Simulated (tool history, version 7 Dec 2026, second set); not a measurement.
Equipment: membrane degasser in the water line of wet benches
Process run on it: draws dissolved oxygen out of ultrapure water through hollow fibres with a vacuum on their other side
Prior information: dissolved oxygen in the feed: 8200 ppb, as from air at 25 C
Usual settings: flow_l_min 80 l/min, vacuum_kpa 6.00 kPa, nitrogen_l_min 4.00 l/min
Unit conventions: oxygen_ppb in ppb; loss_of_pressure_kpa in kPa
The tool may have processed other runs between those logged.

run   hour  flow_l_min  vacuum_kpa  nitrogen_l_min  oxygen_ppb  loss_of_pressure_kpa
  1    0.0          80        6.00            4.00       129.6                 30.57
  2   54.3          80       13.78            4.00       451.6                 30.62
  3  111.5          80       13.78            4.00       455.5                 30.46
  4  176.0          80        6.00            2.04       222.5                 30.65
  5  245.3          80        6.00            2.04       221.5                 30.58
  6  274.7          50        6.00            4.00        81.2                 19.05
  7  328.7          50        6.00            4.00        81.0                 18.92
  8  364.9          94        6.00            4.00       153.1                 35.88
  9  398.9          94        6.00            4.00       152.8                 35.76
 10  447.8          94        6.00            4.00       152.8                 35.85
 11  484.6          80        8.67            2.25       388.6                 30.79
 12  547.1          80        8.67            2.25       387.4                 30.44
 13  620.1          88       12.02            2.25       652.7                 33.82
 14  658.7          88       10.38            6.01       243.4                 33.68
 15  730.6          60       10.64            5.71       180.1                 22.79
 16  788.5          94       10.64            5.71       280.2                 35.90
 17  821.2          90        5.16            2.85       136.8                 34.06
 18  877.2         108        3.75            4.22        50.1                 41.23
 19  918.1          80        5.75            4.18       113.0                 30.37
 20  952.8          69        5.12            1.77       149.3                 26.35

Here are 3 independent what-if runs from the current tool condition. What would each one return?
  A  985.9         111        4.36            6.17           ?                     ?
  B  985.9          63       11.92            7.12           ?                     ?
  C  985.9          72        6.00            4.00           ?                     ?

run  oxygen_ppb  loss_of_pressure_kpa
  A        68.4                 42.50
  B       179.9                 24.10
  C       114.8                 27.45
Without the tool's unlogged condition, the same runs would have read:
run  oxygen_ppb  loss_of_pressure_kpa
  A        69.1                 42.49
  B       181.9                 24.10
  C       116.1                 27.44

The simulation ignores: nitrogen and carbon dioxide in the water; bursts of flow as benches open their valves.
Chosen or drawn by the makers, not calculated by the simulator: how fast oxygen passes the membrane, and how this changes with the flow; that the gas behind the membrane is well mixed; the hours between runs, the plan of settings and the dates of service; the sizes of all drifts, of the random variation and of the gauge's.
